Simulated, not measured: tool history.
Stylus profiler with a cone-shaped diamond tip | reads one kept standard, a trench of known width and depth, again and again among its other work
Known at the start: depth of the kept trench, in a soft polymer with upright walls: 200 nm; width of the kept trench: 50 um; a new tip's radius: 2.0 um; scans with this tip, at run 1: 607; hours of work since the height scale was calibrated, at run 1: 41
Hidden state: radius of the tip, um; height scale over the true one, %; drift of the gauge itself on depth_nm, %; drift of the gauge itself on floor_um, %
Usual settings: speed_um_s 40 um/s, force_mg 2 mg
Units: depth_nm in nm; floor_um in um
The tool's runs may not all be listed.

run,hour,speed_um_s,force_mg,scans with this tip,hours of work since the height scale was calibrated,depth_nm,floor_um
1,0,40,2,607,41,201.34,48.15
2,17.3,40,2,748,51,201.36,48.08
3,40.5,40,2,936,63,201.33,48.14
4,50.8,40,2,1020,69,201.36,48.14
5,62.2,40,2.26,1113,75,201.42,48.11
6,84.3,122,2,1292,88,201.4,47.79
7,95.5,40,4.59,1384,94,202.32,48.16
8,117.3,40,4.59,1561,106,202.31,48.13
9,132.8,40,2,1687,114,201.32,48.12
10,155.3,40,2,1870,127,201.33,48.09
11,176.4,40,2,2041,138,201.4,48.07
12,189.8,40,2,2151,146,201.33,48.12
13,208.5,114,2,2303,156,201.34,47.83
14,228.1,40,2,2462,167,201.4,48.07
15,239.1,40,2,2552,173,201.35,48.14
16,249.3,34,2,2635,179,201.37,48.14
17,260.5,34,2,2726,185,201.33,48.14
18,271.4,40,4.35,2814,191,202.25,48.18
19,294.7,40,4.35,3004,204,202.24,48.19
20,308,50,2.27,3112,211,201.5,48.09
21,325.4,18,5.72,3253,221,202.8,48.21
22,346.4,34,4.13,3425,232,202.17,48.12
23,367.7,40,1.31,3597,244,201.02,48.06
24,388.1,40,1.31,3764,255,201,48.07
25,411,37,2.38,3950,268,201.48,48.13
26,434.3,17,2,4139,281,201.33,48.21
27,454.7,17,2,4305,292,201.32,48.18
28,473.7,17,2,4460,302,201.27,48.2
29,485.8,43,2.11,4559,309,201.39,48.07
30,503.5,43,2.11,4703,319,201.45,48.08
31,517,43,2.11,4812,326,201.4,48.11
32,531.9,43,2.5,4933,334,201.56,48.12
33,546.7,64,3.33,5054,343,201.9,48.11
34,565.5,64,3.33,5207,353,201.85,48.06
35,579.3,64,3.33,5319,360,201.87,48.06
36,590.1,64,3.33,5407,366,201.89,48.07
37,603.5,43,4.63,5516,374,202.35,48.15

5 ways to go on from here, each from the tool as it stands after run 37. What would each give?
A,617.5,58,2,5630,382,?,?
B,617.5,107,1.54,5630,382,?,?
C,617.5,152,2.36,5630,382,?,?
D,617.5,40,2.34,5630,382,?,?
E,617.5,96,0.7,5630,382,?,?

run,depth_nm,floor_um
A,201.39,48.02
B,201.14,47.77
C,201.55,47.75
D,201.43,48.16
E,200.66,47.71
Without the tool's hidden state the same runs would have given:
run,depth_nm,floor_um
A,201.39,48.04
B,201.14,47.79
C,201.54,47.77
D,201.43,48.17
E,200.66,47.72
